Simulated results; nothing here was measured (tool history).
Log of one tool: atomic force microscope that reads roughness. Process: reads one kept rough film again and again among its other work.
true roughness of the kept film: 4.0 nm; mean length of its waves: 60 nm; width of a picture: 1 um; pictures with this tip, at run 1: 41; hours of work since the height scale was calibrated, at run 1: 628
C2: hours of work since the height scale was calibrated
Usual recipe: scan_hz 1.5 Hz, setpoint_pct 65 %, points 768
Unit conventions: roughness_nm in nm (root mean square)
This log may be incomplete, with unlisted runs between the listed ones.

Run 1, day 0: usual settings; pictures with this tip 41; C2 628. Result: roughness_nm 3.656 nm (root mean square).
Run 2, day 0.696: usual settings; pictures with this tip 60; C2 641. Result: roughness_nm 3.664 nm (root mean square).
At day 1.462: new tip fitted.
Run 3, day 1.562: usual settings; pictures with this tip 3; C2 656. Result: roughness_nm 3.675 nm (root mean square).
Run 4, day 2.296: usual settings; pictures with this tip 23; C2 670. Result: roughness_nm 3.67 nm (root mean square).
Run 5, day 3.304: usual settings; pictures with this tip 52; C2 688. Result: roughness_nm 3.679 nm (root mean square).
Run 6, day 3.883: usual settings; pictures with this tip 68; C2 699. Result: roughness_nm 3.653 nm (root mean square).
At day 4.362: new tip fitted.
Run 7, day 4.579: usual settings but scan_hz 2.06 Hz; pictures with this tip 6; C2 711. Result: roughness_nm 3.604 nm (root mean square).
Run 8, day 5.258: usual settings; pictures with this tip 25; C2 723. Result: roughness_nm 3.673 nm (root mean square).
Run 9, day 6.462: usual settings but setpoint_pct 63 %, points 280; pictures with this tip 58; C2 745. Result: roughness_nm 3.668 nm (root mean square).
At day 7.325: new tip fitted.
Run 10, day 7.325: usual settings but setpoint_pct 63 %, points 280; pictures with this tip 0; C2 761. Result: roughness_nm 3.669 nm (root mean square).
Run 11, day 8.438: usual settings but scan_hz 0.7 Hz, setpoint_pct 75 %, points 918; pictures with this tip 31; C2 781. Result: roughness_nm 3.698 nm (root mean square).
Run 12, day 9.642: usual settings but scan_hz 0.7 Hz, setpoint_pct 75 %, points 918; pictures with this tip 65; C2 803. Result: roughness_nm 3.703 nm (root mean square).
At day 10.267: new tip fitted.
Run 13, day 10.438: usual settings but scan_hz 3.83 Hz, setpoint_pct 82 %; pictures with this tip 4; C2 817. Result: roughness_nm 2.75 nm (root mean square).
Run 14, day 11.533: usual settings but scan_hz 3.83 Hz, setpoint_pct 82 %; pictures with this tip 35; C2 837. Result: roughness_nm 2.752 nm (root mean square).
Run 15, day 12.362: usual settings but scan_hz 3.83 Hz, setpoint_pct 82 %; pictures with this tip 58; C2 852. Result: roughness_nm 2.734 nm (root mean square).

Alternative continuations, all from the tool just after run 15; predict every row:
Run A, day 12.904: usual settings but setpoint_pct 62 %; pictures with this tip 74; C2 862. Result: roughness_nm ?.
Run B, day 12.904: usual settings but scan_hz 0.66 Hz, setpoint_pct 82 %; pictures with this tip 74; C2 862. Result: roughness_nm ?.
Run C, day 12.904: usual settings but scan_hz 3.83 Hz, setpoint_pct 62 %; pictures with this tip 74; C2 862. Result: roughness_nm ?.

run  roughness_nm
  A         3.732
  B         3.646
  C         3.426
What these runs would have given with no unlogged condition in the tool:
run  roughness_nm
  A         3.737
  B         3.651
  C          3.43

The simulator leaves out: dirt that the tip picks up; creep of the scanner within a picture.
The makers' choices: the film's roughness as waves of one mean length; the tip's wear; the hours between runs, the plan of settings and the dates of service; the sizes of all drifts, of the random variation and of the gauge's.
